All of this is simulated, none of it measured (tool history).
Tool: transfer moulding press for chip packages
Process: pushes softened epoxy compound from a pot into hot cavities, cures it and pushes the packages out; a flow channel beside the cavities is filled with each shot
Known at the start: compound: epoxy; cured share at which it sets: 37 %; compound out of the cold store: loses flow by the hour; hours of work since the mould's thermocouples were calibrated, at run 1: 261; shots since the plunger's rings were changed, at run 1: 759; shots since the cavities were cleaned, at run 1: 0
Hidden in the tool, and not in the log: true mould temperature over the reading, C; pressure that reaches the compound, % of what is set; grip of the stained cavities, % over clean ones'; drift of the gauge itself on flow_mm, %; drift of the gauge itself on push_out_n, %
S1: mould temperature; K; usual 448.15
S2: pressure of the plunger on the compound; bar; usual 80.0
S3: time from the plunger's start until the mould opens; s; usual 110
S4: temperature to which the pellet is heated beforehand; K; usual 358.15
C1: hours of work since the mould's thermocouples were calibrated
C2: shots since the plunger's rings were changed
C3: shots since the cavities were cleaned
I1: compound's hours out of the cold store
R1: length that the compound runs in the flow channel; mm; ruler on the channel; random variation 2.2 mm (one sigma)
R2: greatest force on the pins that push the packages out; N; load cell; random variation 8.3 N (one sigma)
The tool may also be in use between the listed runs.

| run | hour | S1 | S2 | S3 | S4 | C1 | C2 | C3 | I1 | R1 | R2 |
|---|---|---|---|---|---|---|---|---|---|---|---|
| 1 | 0.0 | 448.15 | 80.0 | 110 | 358.15 | 261 | 759 | 0 | 40.1 | 571 | 363 |
| 2 | 79.5 | 448.15 | 80.0 | 110 | 363.15 | 311 | 1615 | 856 | 44.0 | 565 | 504 |
|  | 108.2 | cavities cleaned with cleaning compound and waxed |
| 3 | 148.6 | 448.15 | 80.0 | 110 | 363.15 | 354 | 2342 | 435 | 30.7 | 581 | 472 |
| 4 | 186.7 | 448.15 | 80.0 | 110 | 363.15 | 378 | 2752 | 845 | 35.3 | 570 | 524 |
|  | 215.4 | cavities cleaned with cleaning compound and waxed |
|  | 221.6 | plunger's sealing rings changed |
|  | 262.3 | mould's thermocouples calibrated |
| 5 | 270.1 | 448.15 | 80.0 | 110 | 363.15 | 5 | 500 | 540 | 17.4 | 624 | 479 |
|  | 332.6 | cavities cleaned with cleaning compound and waxed |
| 6 | 338.1 | 448.15 | 80.0 | 110 | 362.15 | 47 | 1215 | 58 | 37.1 | 574 | 380 |
| 7 | 371.8 | 448.15 | 80.0 | 110 | 362.15 | 68 | 1579 | 422 | 23.5 | 601 | 458 |
| 8 | 414.0 | 448.15 | 80.0 | 110 | 362.15 | 95 | 2032 | 875 | 14.1 | 619 | 533 |
|  | 442.4 | cavities cleaned with cleaning compound and waxed |
| 9 | 498.9 | 448.15 | 80.0 | 110 | 362.15 | 147 | 2930 | 608 | 36.3 | 563 | 477 |
|  | 513.7 | plunger's sealing rings changed |
| 10 | 550.4 | 448.15 | 80.0 | 110 | 362.15 | 178 | 395 | 1136 | 25.8 | 606 | 570 |
|  | 555.8 | cavities cleaned with cleaning compound and waxed |
| 11 | 623.3 | 448.15 | 80.0 | 110 | 362.15 | 223 | 1162 | 726 | 37.5 | 571 | 492 |
|  | 667.7 | cavities cleaned with cleaning compound and waxed |
| 12 | 677.2 | 448.15 | 80.0 | 110 | 362.15 | 256 | 1727 | 102 | 9.9 | 638 | 393 |
| 13 | 749.4 | 448.15 | 80.0 | 110 | 358.15 | 302 | 2503 | 878 | 44.1 | 549 | 516 |
|  | 776.9 | cavities cleaned with cleaning compound and waxed |
|  | 810.6 | plunger's sealing rings changed |
| 14 | 820.6 | 448.15 | 80.0 | 110 | 358.15 | 344 | 108 | 444 | 25.2 | 606 | 476 |
| 15 | 876.1 | 448.15 | 80.0 | 110 | 358.15 | 379 | 705 | 1041 | 46.4 | 562 | 527 |
|  | 890.8 | cavities cleaned with cleaning compound and waxed |
|  | 945.3 | mould's thermocouples calibrated |
| 16 | 949.5 | 448.15 | 80.0 | 110 | 358.15 | 3 | 1458 | 610 | 40.9 | 566 | 489 |
| 17 | 998.0 | 448.15 | 78.1 | 110 | 348.15 | 33 | 1979 | 1131 | 18.0 | 605 | 536 |
|  | 1004.3 | cavities cleaned with cleaning compound and waxed |
| 18 | 1076.0 | 448.15 | 78.1 | 110 | 348.15 | 81 | 2803 | 772 | 21.7 | 595 | 498 |
|  | 1104.8 | plunger's sealing rings changed |
|  | 1120.3 | cavities cleaned with cleaning compound and waxed |
| 19 | 1135.8 | 450.15 | 82.8 | 110 | 358.15 | 117 | 317 | 167 | 41.7 | 573 | 386 |
| 20 | 1216.9 | 450.15 | 82.8 | 110 | 358.15 | 168 | 1190 | 1040 | 23.2 | 615 | 489 |
|  | 1229.0 | cavities cleaned with cleaning compound and waxed |
| 21 | 1295.8 | 450.15 | 82.8 | 110 | 358.15 | 217 | 2023 | 719 | 20.2 | 616 | 481 |
|  | 1340.7 | cavities cleaned with cleaning compound and waxed |
| 22 | 1351.4 | 448.15 | 69.9 | 121 | 358.15 | 251 | 2605 | 115 | 45.7 | 508 | 358 |
|  | 1397.3 | plunger's sealing rings changed |
| 23 | 1427.1 | 448.15 | 69.9 | 121 | 358.15 | 297 | 320 | 902 | 34.4 | 547 | 496 |
|  | 1455.7 | cavities cleaned with cleaning compound and waxed |
| 24 | 1510.2 | 451.15 | 69.9 | 116 | 358.15 | 348 | 1199 | 586 | 45.1 | 517 | 439 |
| 25 | 1555.4 | 444.15 | 69.9 | 128 | 358.15 | 377 | 1685 | 1072 | 47.2 | 526 | 524 |
|  | 1566.4 | cavities cleaned with cleaning compound and waxed |
|  | 1627.0 | mould's thermocouples calibrated |
| 26 | 1642.4 | 451.15 | 80.0 | 102 | 358.15 | 10 | 2584 | 797 | 32.0 | 569 | 497 |

Hidden state at the last listed run before each entry between runs and at the first one after, where it differs:
Between runs 2 and 3: cavities cleaned with cleaning compound and waxed (hour 108.2)
  true mould temperature over the reading, C: -0.34 -> -0.41; pressure that reaches the compound, % of what is set: 96.81 -> 95.43; grip of the stained cavities, % over clean ones': 44.9 -> 29.4
  measured less the result without the state, R1: -8 -> -13 mm; R2: +161 -> +113 N
Between runs 4 and 5: cavities cleaned with cleaning compound and waxed (hour 215.4); plunger's sealing rings changed (hour 221.6); mould's thermocouples calibrated (hour 262.3)
  true mould temperature over the reading, C: -0.45 -> 0.14; pressure that reaches the compound, % of what is set: 94.58 -> 98.48; grip of the stained cavities, % over clean ones': 45.3 -> 34.4
  measured less the result without the state, R1: -15 -> -5 mm; R2: +167 -> +121 N
Between runs 5 and 6: cavities cleaned with cleaning compound and waxed (hour 332.6)
  true mould temperature over the reading, C: 0.14 -> 0.08; pressure that reaches the compound, % of what is set: 98.48 -> 97.11; grip of the stained cavities, % over clean ones': 34.4 -> 6.5
  measured less the result without the state, R1: -5 -> -8 mm; R2: +121 -> +23 N
Between runs 8 and 9: cavities cleaned with cleaning compound and waxed (hour 442.4)
  true mould temperature over the reading, C: -0.01 -> -0.1; pressure that reaches the compound, % of what is set: 95.5 -> 93.79; grip of the stained cavities, % over clean ones': 44.4 -> 37.5
  measured less the result without the state, R1: -15 -> -18 mm; R2: +166 -> +132 N
Between runs 9 and 10: plunger's sealing rings changed (hour 513.7)
  true mould temperature over the reading, C: -0.1 -> -0.16; pressure that reaches the compound, % of what is set: 93.79 -> 99.04; grip of the stained cavities, % over clean ones': 37.5 -> 52.4
  measured less the result without the state, R1: -18 -> -3 mm; R2: +132 -> +195 N
Between runs 10 and 11: cavities cleaned with cleaning compound and waxed (hour 555.8)
  true mould temperature over the reading, C: -0.16 -> -0.24; pressure that reaches the compound, % of what is set: 99.04 -> 97.62; grip of the stained cavities, % over clean ones': 52.4 -> 40.1
  measured less the result without the state, R1: -3 -> -7 mm; R2: +195 -> +145 N
Between runs 11 and 12: cavities cleaned with cleaning compound and waxed (hour 667.7)
  true mould temperature over the reading, C: -0.24 -> -0.29; pressure that reaches the compound, % of what is set: 97.62 -> 96.57; grip of the stained cavities, % over clean ones': 40.1 -> 8.8
  measured less the result without the state, R1: -7 -> -11 mm; R2: +145 -> +36 N
Between runs 13 and 14: cavities cleaned with cleaning compound and waxed (hour 776.9); plunger's sealing rings changed (hour 810.6)
  true mould temperature over the reading, C: -0.37 -> -0.44; pressure that reaches the compound, % of what is set: 95.14 -> 99.63; grip of the stained cavities, % over clean ones': 43.6 -> 29.6
  measured less the result without the state, R1: -13 -> +0 mm; R2: +159 -> +114 N
Between runs 15 and 16: cavities cleaned with cleaning compound and waxed (hour 890.8); mould's thermocouples calibrated (hour 945.3)
  true mould temperature over the reading, C: -0.5 -> 0.12; pressure that reaches the compound, % of what is set: 98.44 -> 97.03; grip of the stained cavities, % over clean ones': 50.1 -> 36.8
  measured less the result without the state, R1: -4 -> -9 mm; R2: +184 -> +129 N
Between runs 17 and 18: cavities cleaned with cleaning compound and waxed (hour 1004.3)
  true mould temperature over the reading, C: 0.07 -> -0.02; pressure that reaches the compound, % of what is set: 96.04 -> 94.46; grip of the stained cavities, % over clean ones': 51.1 -> 42.8
  measured less the result without the state, R1: -13 -> -17 mm; R2: +180 -> +150 N
Between runs 18 and 19: plunger's sealing rings changed (hour 1104.8); cavities cleaned with cleaning compound and waxed (hour 1120.3)
  true mould temperature over the reading, C: -0.02 -> -0.08; pressure that reaches the compound, % of what is set: 94.46 -> 99.1; grip of the stained cavities, % over clean ones': 42.8 -> 13.6
  measured less the result without the state, R1: -17 -> -3 mm; R2: +150 -> +46 N
Between runs 20 and 21: cavities cleaned with cleaning compound and waxed (hour 1229.0)
  true mould temperature over the reading, C: -0.17 -> -0.26; pressure that reaches the compound, % of what is set: 97.52 -> 95.86; grip of the stained cavities, % over clean ones': 49.4 -> 40.1
  measured less the result without the state, R1: -7 -> -12 mm; R2: +164 -> +140 N
Between runs 21 and 22: cavities cleaned with cleaning compound and waxed (hour 1340.7)
  true mould temperature over the reading, C: -0.26 -> -0.32; pressure that reaches the compound, % of what is set: 95.86 -> 94.78; grip of the stained cavities, % over clean ones': 40.1 -> 11.3
  measured less the result without the state, R1: -12 -> -13 mm; R2: +140 -> +38 N
Between runs 22 and 23: plunger's sealing rings changed (hour 1397.3)
  true mould temperature over the reading, C: -0.32 -> -0.4; pressure that reaches the compound, % of what is set: 94.78 -> 99.28; grip of the stained cavities, % over clean ones': 11.3 -> 47.4
  measured less the result without the state, R1: -13 -> -1 mm; R2: +38 -> +160 N
Between runs 23 and 24: cavities cleaned with cleaning compound and waxed (hour 1455.7)
  true mould temperature over the reading, C: -0.4 -> -0.49; pressure that reaches the compound, % of what is set: 99.28 -> 97.56; grip of the stained cavities, % over clean ones': 47.4 -> 34.5
  measured less the result without the state, R1: -1 -> -5 mm; R2: +160 -> +115 N
Between runs 25 and 26: cavities cleaned with cleaning compound and waxed (hour 1566.4); mould's thermocouples calibrated (hour 1627.0)
  true mould temperature over the reading, C: -0.55 -> -0.44; pressure that reaches the compound, % of what is set: 96.62 -> 94.89; grip of the stained cavities, % over clean ones': 48.7 -> 42.5
  measured less the result without the state, R1: -8 -> -14 mm; R2: +176 -> +152 N

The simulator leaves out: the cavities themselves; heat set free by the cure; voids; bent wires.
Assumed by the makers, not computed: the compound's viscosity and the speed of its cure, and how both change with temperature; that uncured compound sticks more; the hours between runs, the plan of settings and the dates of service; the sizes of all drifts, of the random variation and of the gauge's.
